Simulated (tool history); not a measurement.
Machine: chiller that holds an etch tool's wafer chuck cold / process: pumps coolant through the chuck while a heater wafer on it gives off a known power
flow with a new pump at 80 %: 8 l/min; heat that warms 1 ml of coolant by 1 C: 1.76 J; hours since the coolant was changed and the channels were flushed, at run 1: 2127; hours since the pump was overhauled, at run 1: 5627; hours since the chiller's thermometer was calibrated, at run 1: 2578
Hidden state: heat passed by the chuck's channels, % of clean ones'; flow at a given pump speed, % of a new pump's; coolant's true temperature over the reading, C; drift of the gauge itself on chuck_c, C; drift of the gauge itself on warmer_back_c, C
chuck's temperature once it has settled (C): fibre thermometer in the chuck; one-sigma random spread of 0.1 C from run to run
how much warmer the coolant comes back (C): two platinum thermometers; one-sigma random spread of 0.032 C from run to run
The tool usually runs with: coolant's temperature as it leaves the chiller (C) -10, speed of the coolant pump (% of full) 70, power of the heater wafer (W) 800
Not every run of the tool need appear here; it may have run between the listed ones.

run	hour	coolant's temperature as it leaves the chiller (C)	speed of the coolant pump (% of full)	power of the heater wafer (W)	hours since the coolant was changed and the channels were flushed	hours since the pump was overhauled	hours since the chiller's thermometer was calibrated	chuck's temperature once it has settled (C)	how much warmer the coolant comes back (C)
1	0.0	-10	70	800	2127	5627	2578	-3.1	4.04
# hour 154.4: coolant pump overhauled
2	199.9	-10	70	800	2322	46	2773	-3.2	3.97
# hour 295.2: chiller's thermometer calibrated
3	319.4	-10	70	800	2441	164	24	-3.3	4.03
4	434.4	-10	70	800	2555	279	139	-3.1	4.00
5	565.8	-10	70	800	2687	410	271	-3.1	3.96
6	785.3	-10	70	800	2906	630	490	-3.2	4.00
7	931.8	-10	70	800	3053	776	637	-3.1	4.00
8	1072.7	-10	70	800	3194	917	777	-3.3	3.98
9	1214.0	-10	70	800	3335	1059	919	-3.3	3.98
10	1355.6	-10	70	800	3477	1200	1060	-3.1	4.01
11	1489.0	-10	70	722	3610	1334	1194	-3.9	3.56
12	1581.5	-10	70	722	3703	1426	1286	-3.9	3.53
13	1728.7	-10	70	722	3850	1573	1433	-3.8	3.57
14	1827.0	-10	70	722	3948	1672	1532	-3.8	3.49
15	1927.8	-17	61	428	4049	1772	1633	-12.9	2.50
16	2126.8	-17	61	655	4248	1971	1832	-10.8	3.85

What does the tool deliver on the next run?
17	2221.3	-16	70	483	4342	2066	1926	?	?

chuck's temperature once it has settled (C): -11.9
how much warmer the coolant comes back (C): 2.41
With the hidden condition absent and the run-to-run variation left alone, this run would have shown chuck's temperature once it has settled (C) -11.9, how much warmer the coolant comes back (C) 2.41.
